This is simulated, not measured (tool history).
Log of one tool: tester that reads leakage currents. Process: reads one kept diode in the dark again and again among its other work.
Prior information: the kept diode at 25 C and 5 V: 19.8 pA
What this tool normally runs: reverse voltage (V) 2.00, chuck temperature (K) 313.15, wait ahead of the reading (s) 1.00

| run | day | reverse voltage (V) | chuck temperature (K) | wait ahead of the reading (s) | current that the tester gives (pA) |
|---|---|---|---|---|---|
| 1 | 0.000 | 2.00 | 313.15 | 1.00 | 50.36 |
| 2 | 4.908 | 2.00 | 313.15 | 1.00 | 50.24 |
| 3 | 9.779 | 2.00 | 313.15 | 1.00 | 51.00 |
| 4 | 14.750 | 2.00 | 313.15 | 1.00 | 50.97 |
| 5 | 19.162 | 2.00 | 313.15 | 1.74 | 51.06 |
| 6 | 22.942 | 2.00 | 313.15 | 1.74 | 51.33 |
| 7 | 26.850 | 2.00 | 313.15 | 1.74 | 51.35 |
| 8 | 31.088 | 2.00 | 313.15 | 1.00 | 51.88 |
| 9 | 33.292 | 2.00 | 313.15 | 1.00 | 51.93 |
| 10 | 35.662 | 2.00 | 313.15 | 1.00 | 51.73 |
| 11 | 40.917 | 2.00 | 313.15 | 1.00 | 51.94 |
| 12 | 44.825 | 10.13 | 313.15 | 1.00 | 117.27 |
| 13 | 48.888 | 2.29 | 313.15 | 1.00 | 56.06 |
| 14 | 52.292 | 2.29 | 313.15 | 1.00 | 56.28 |
| 15 | 55.788 | 2.00 | 313.15 | 1.00 | 52.67 |
| 16 | 58.671 | 2.00 | 313.15 | 1.00 | 53.27 |
| 17 | 60.962 | 2.00 | 305.15 | 1.00 | 28.36 |
| 18 | 64.408 | 2.00 | 320.15 | 1.00 | 89.50 |
| 19 | 69.029 | 2.00 | 302.15 | 1.00 | 22.40 |
| 20 | 71.354 | 2.00 | 302.15 | 0.81 | 22.68 |
| 21 | 75.792 | 2.00 | 302.15 | 0.81 | 22.78 |
| 22 | 79.425 | 2.00 | 312.15 | 0.81 | 49.65 |
| 23 | 82.333 | 2.00 | 312.15 | 0.81 | 50.06 |
| 24 | 86.458 | 3.28 | 312.15 | 0.65 | 63.72 |
| 25 | 89.692 | 1.60 | 323.15 | 3.10 | 101.84 |
| 26 | 92.200 | 1.60 | 323.15 | 3.10 | 102.38 |
| 27 | 96.125 | 12.50 | 309.15 | 4.18 | 100.57 |
| 28 | 101.358 | 12.50 | 309.15 | 4.18 | 101.70 |
| 29 | 104.625 | 12.50 | 309.15 | 4.18 | 101.93 |
|  | 107.079 | chuck's temperature calibrated |
| 30 | 109.550 | 11.27 | 313.15 | 1.06 | 115.46 |
| 31 | 113.471 | 2.00 | 327.15 | 6.56 | 137.01 |
| 32 | 118.492 | 2.97 | 333.15 | 0.33 | 255.38 |
| 33 | 121.408 | 3.43 | 315.15 | 6.18 | 72.65 |
| 34 | 124.392 | 13.57 | 315.15 | 1.28 | 149.12 |
| 35 | 129.200 | 1.75 | 298.15 | 1.67 | 14.16 |
| 36 | 133.004 | 1.75 | 298.15 | 1.67 | 14.37 |
| 37 | 136.996 | 2.00 | 299.15 | 1.05 | 16.69 |
| 38 | 141.938 | 1.14 | 299.15 | 1.05 | 12.40 |
| 39 | 146.546 | 6.56 | 294.15 | 1.05 | 24.05 |
| 40 | 149.592 | 2.00 | 298.15 | 2.07 | 15.51 |

Forecast each of these 3 alternatives for the next run:
| A | 152.092 | 2.00 | 307.15 | 0.38 | ? |
| B | 152.092 | 8.77 | 311.15 | 5.17 | ? |
| C | 152.092 | 9.97 | 298.15 | 2.07 | ? |

| run | current that the tester gives (pA) |
|---|---|
| A | 31.70 |
| B | 89.41 |
| C | 39.95 |
Without the tool's unlogged condition, the same runs would have read:
| run | current that the tester gives (pA) |
|---|---|
| A | 28.77 |
| B | 78.01 |
| C | 28.71 |
